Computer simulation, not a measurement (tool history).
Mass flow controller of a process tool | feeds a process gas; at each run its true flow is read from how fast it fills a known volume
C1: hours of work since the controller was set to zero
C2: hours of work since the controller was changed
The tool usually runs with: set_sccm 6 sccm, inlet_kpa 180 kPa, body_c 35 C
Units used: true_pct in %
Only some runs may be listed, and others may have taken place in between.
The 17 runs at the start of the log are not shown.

Run 18, hour 1686.8: usual settings; C1 3989; C2 3989. Result: true_pct 98.37 %.
Run 19, hour 1820.1: usual settings but set_sccm 4 sccm; C1 4090; C2 4090. Result: true_pct 98.66 %.
Run 20, hour 1903.9: usual settings but set_sccm 4 sccm; C1 4153; C2 4153. Result: true_pct 98.60 %.
Run 21, hour 1982.4: usual settings but set_sccm 4 sccm; C1 4213; C2 4213. Result: true_pct 98.52 %.
Run 22, hour 2085.7: usual settings but set_sccm 4 sccm; C1 4291; C2 4291. Result: true_pct 98.85 %.
Run 23, hour 2169.5: usual settings but set_sccm 4 sccm; C1 4354; C2 4354. Result: true_pct 98.69 %.
Run 24, hour 2293.4: usual settings but body_c 26 C; C1 4448; C2 4448. Result: true_pct 99.32 %.
Run 25, hour 2361.1: usual settings but inlet_kpa 230 kPa, body_c 30 C; C1 4499; C2 4499. Result: true_pct 99.17 %.
Run 26, hour 2423.6: usual settings but inlet_kpa 161 kPa, body_c 36 C; C1 4546; C2 4546. Result: true_pct 98.56 %.

Run 27, settings as shown, results not yet in. Your forecast:
Run 27, hour 2483.4: usual settings but set_sccm 9 sccm; C1 4592; C2 4592. Result: true_pct ?.

true_pct: 98.71 %
With the hidden condition absent and the run-to-run variation left alone, this run would have shown true_pct 97.26 %.

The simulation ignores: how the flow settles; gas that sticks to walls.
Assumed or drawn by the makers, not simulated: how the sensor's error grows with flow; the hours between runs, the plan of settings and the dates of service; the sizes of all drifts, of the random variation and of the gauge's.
